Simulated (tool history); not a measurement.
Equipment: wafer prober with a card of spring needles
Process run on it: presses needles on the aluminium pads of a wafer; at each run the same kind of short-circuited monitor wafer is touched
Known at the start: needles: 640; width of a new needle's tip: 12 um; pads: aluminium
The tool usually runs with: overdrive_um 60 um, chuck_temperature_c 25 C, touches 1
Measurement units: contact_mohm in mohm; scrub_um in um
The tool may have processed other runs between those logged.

run     day  overdrive_um  chuck_temperature_c  touches  contact_mohm  scrub_um
  1   0.000            60                   25        1           213     16.12
      0.171  -- tips cleaned on abrasive film
  2   0.358            60                   25        1           213     16.15
  3   0.592            60                   25        1           212     16.15
  4   0.971            60                   25        1           212     16.14
      1.117  -- tips cleaned on abrasive film
  5   1.246            60                   25        1           213     16.17
  6   1.433            60                   25        1           214     16.16
  7   1.746            60                   25        1           211     16.15
  8   1.992            60                   25        1           212     16.19
      2.067  -- tips cleaned on abrasive film
  9   2.283            60                   25        1           210     16.18
 10   2.529            60                   25        1           214     16.17
 11   2.800            60                   25        1           214     16.20
      3.000  -- tips cleaned on abrasive film
 12   3.188            60                   25        1           210     16.16
 13   3.400            67                   25        1           213     18.10
 14   3.675            67                   25        1           212     18.10
      3.942  -- tips cleaned on abrasive film
 15   3.942            60                   25        1           214     16.22
 16   4.250            60                   25        1           214     16.24
 17   4.583            60                   25        1           210     16.23
 18   4.854            60                   25        1           213     16.25
      4.888  -- tips cleaned on abrasive film
 19   5.175            60                   25        1           211     16.24
 20   5.538            60                   25        1           212     16.24
      5.833  -- tips cleaned on abrasive film
 21   5.958            68                  123        1           237     18.43
 22   6.292            72                   26        2           214     19.54
 23   6.546            72                   26        2           212     19.56
      6.762  -- tips cleaned on abrasive film
 24   6.788            72                   26        2           215     19.53
 25   7.029            42                   38        1           219     11.41
 26   7.204            70                   38        1           217     18.98
 27   7.583            70                   38        2           211     18.99
      7.704  -- tips cleaned on abrasive film
 28   7.962            46                   38        2           219     12.48
 29   8.292            79                   98        3           228     21.48
      8.642  -- tips cleaned on abrasive film
 30   8.708            79                   98        3           231     21.52
      8.821  -- height of the first contact set anew
 31   9.071            46                   98        2           230     12.51
 32   9.329            60                   25        2           213     16.33
      9.583  -- tips cleaned on abrasive film
 33   9.592            60                   25        1           209     16.34
 34   9.942            65                   25        3           209     17.69
 35  10.208            66                   72        1           223     17.99

3 ways to go on from here, each from the tool as it stands after run 35. What would each give?
     10.533  -- tips cleaned on abrasive film
  A  10.612            57                   28        3             ?         ?
     10.533  -- tips cleaned on abrasive film
  B  10.612            66                   61        1             ?         ?
     10.533  -- tips cleaned on abrasive film
  C  10.612            66                   72        2             ?         ?

run  contact_mohm  scrub_um
  A           214     15.54
  B           220     17.99
  C           222     17.99
The same runs, with their run-to-run variation unchanged, on a tool lacking any hidden condition would have given:
run  contact_mohm  scrub_um
  A           214     15.32
  B           220     17.74
  C           222     17.74
